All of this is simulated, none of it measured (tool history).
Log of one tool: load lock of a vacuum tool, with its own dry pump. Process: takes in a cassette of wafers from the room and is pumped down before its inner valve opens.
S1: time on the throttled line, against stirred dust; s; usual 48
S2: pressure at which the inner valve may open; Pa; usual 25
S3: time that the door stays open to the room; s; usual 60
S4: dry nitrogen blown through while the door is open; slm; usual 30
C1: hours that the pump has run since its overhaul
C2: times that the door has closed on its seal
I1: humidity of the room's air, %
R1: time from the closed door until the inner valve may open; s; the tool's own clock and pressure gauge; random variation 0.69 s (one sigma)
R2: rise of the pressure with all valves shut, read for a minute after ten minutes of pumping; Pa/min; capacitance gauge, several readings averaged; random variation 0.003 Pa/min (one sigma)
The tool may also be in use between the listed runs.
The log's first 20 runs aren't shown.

run	hour	S1	S2	S3	S4	C1	C2	I1	R1	R2
21	2591.0	28	34	60	7	4640	16863	46.0	86.6	0.062
22	2695.5	43	18	60	7	4745	17219	46.2	103.7	0.062
23	2875.8	26	25	60	7	4925	17833	45.5	87.2	0.058
24	2966.0	26	25	60	7	5015	18140	45.2	86.7	0.066
25	3091.7	87	20	183	10	5141	18568	46.5	133.5	0.117
26	3263.2	35	20	78	10	5313	19152	47.0	95.6	0.070
27	3393.8	35	20	78	10	5443	19597	43.5	95.7	0.067
28	3538.5	28	25	26	16	5588	20089	46.7	88.9	0.042
29	3669.5	48	32	77	30	5719	20536	40.3	101.1	0.057
30	3810.1	48	32	73	30	5859	21014	41.6	101.4	0.052
31	3997.7	49	26	60	14	6047	21653	48.6	104.6	0.061
32	4122.5	48	30	48	30	6172	22078	47.3	102.1	0.048
33	4308.8	50	21	60	7	6358	22712	47.4	106.4	0.069
34	4431.8	50	21	60	7	6481	23131	44.4	108.5	0.061
35	4519.8	50	21	50	13	6569	23431	43.7	106.0	0.055
36	4707.7	50	21	50	13	6757	24071	47.0	107.3	0.061
37	4861.2	92	32	152	43	6911	24593	44.3	133.6	0.067

4 ways to go on from here, each from the tool as it stands after run 37. What would each give?
A	4974.8	86	25	60	17	7024	24980	40.7	?	?
B	4974.8	77	25	60	30	7024	24980	44.9	?	?
C	4974.8	56	44	39	43	7024	24980	46.7	?	?
D	4974.8	43	20	60	22	7024	24980	47.0	?	?

run	R1	R2
A	132.6	0.058
B	127.0	0.051
C	104.7	0.044
D	102.4	0.055
Without the tool's hidden state the same runs would have given:
run	R1	R2
A	132.1	0.034
B	126.4	0.028
C	104.2	0.021
D	101.7	0.033
